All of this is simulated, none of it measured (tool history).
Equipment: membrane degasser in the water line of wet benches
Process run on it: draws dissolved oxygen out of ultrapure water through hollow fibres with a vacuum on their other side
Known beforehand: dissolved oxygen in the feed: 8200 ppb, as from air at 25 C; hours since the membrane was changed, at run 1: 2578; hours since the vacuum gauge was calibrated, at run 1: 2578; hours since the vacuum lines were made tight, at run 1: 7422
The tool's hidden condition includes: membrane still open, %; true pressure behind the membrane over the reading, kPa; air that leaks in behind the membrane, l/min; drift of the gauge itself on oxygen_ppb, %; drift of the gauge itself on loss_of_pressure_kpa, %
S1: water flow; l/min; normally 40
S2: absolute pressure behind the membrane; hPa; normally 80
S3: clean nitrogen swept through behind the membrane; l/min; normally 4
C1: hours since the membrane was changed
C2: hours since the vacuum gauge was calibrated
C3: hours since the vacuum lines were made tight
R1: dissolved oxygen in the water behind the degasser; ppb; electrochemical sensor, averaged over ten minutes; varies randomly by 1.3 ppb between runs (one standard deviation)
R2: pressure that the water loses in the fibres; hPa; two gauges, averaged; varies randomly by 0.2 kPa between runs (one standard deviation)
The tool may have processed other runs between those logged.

run,hour,S1,S2,S3,C1,C2,C3,R1,R2
1,0,40,80,4,2578,2578,7422,135.7,442.1
2,86.4,40,80,4,2665,2665,7508,135.7,446.7
3,134.4,35,80,4,2713,2713,7556,113.9,385.7
4,229.2,44,80,4,2807,2807,7651,158.4,485.2
5,318.1,44,80,4,2896,2896,7740,158.6,485.1
6,377.9,40,80,11.61,2956,2956,7800,62.8,441.7
7,483.6,40,80,4,3062,3062,7905,137.2,444.1
8,587.6,40,80,4,3166,3166,8009,135.1,445.8
9,635.3,40,80,4,3213,3213,8057,135,445.1
10,722.5,40,80,4,3301,3301,8144,135,446.4
11,828.8,40,133.1,4,3407,3407,8250,255.3,442.8
12,877.7,25,80,4,3456,3456,8299,77.4,278.6
13,925.7,25,80,4,3504,3504,8347,78.9,279.9
14,990.1,25,80,4,3568,3568,8412,76.6,278.6
15,1058.8,40,80,4,3637,3637,8480,136.1,444.7
16,1157.6,40,80,4,3736,3736,8579,135.7,444.2
17,1244.9,40,80,4,3823,3823,8667,136.9,445.2
18,1338.1,40,80,4,3916,3916,8760,139.3,441.8
19,1406.3,40,118.8,3.33,3984,3984,8828,262.1,446.6
20,1507.5,50,80,2.54,4086,4086,8929,270.6,558.4
21,1563.8,40,68.7,2.65,4142,4142,8985,153.9,447.6
22,1615.1,40,135.4,2.74,4193,4193,9037,357.5,445.8
23,1699.3,40,135.4,2.74,4278,4278,9121,363.7,448.3
24,1750,31,111,5.82,4328,4328,9172,112,345.9
25,1851.5,31,111,5.82,4430,4430,9273,113.3,347.2
26,1924.9,40,190.9,4.83,4503,4503,9347,339.2,449.3
27,2030.3,37,60.6,4.83,4608,4608,9452,71.1,416.9
28,2132.6,37,60.6,4.83,4711,4711,9554,71.1,414.9
29,2243.4,29,185,4.52,4822,4822,9665,249,327.2
30,2336.8,29,185,4.52,4915,4915,9758,240,327.8
31,2395.2,29,185,4.52,4973,4973,9817,246.6,323.7
32,2463.9,29,185,4.52,5042,5042,9886,248.3,328.8

3 options for the next run, each taken on its own from the tool as it stands now. Forecast them:
A,2565.7,29,105.7,1.87,5144,5144,9987,?,?
B,2565.7,61,80,10.34,5144,5144,9987,?,?
C,2565.7,29,148.1,4.52,5144,5144,9987,?,?

run,R1,R2
A,269.5,325
B,186.2,685.3
C,186.8,328.4
Without the tool's unlogged condition, the same runs would have read:
run,R1,R2
A,257.5,312.3
B,164.8,658.4
C,177.7,315.6
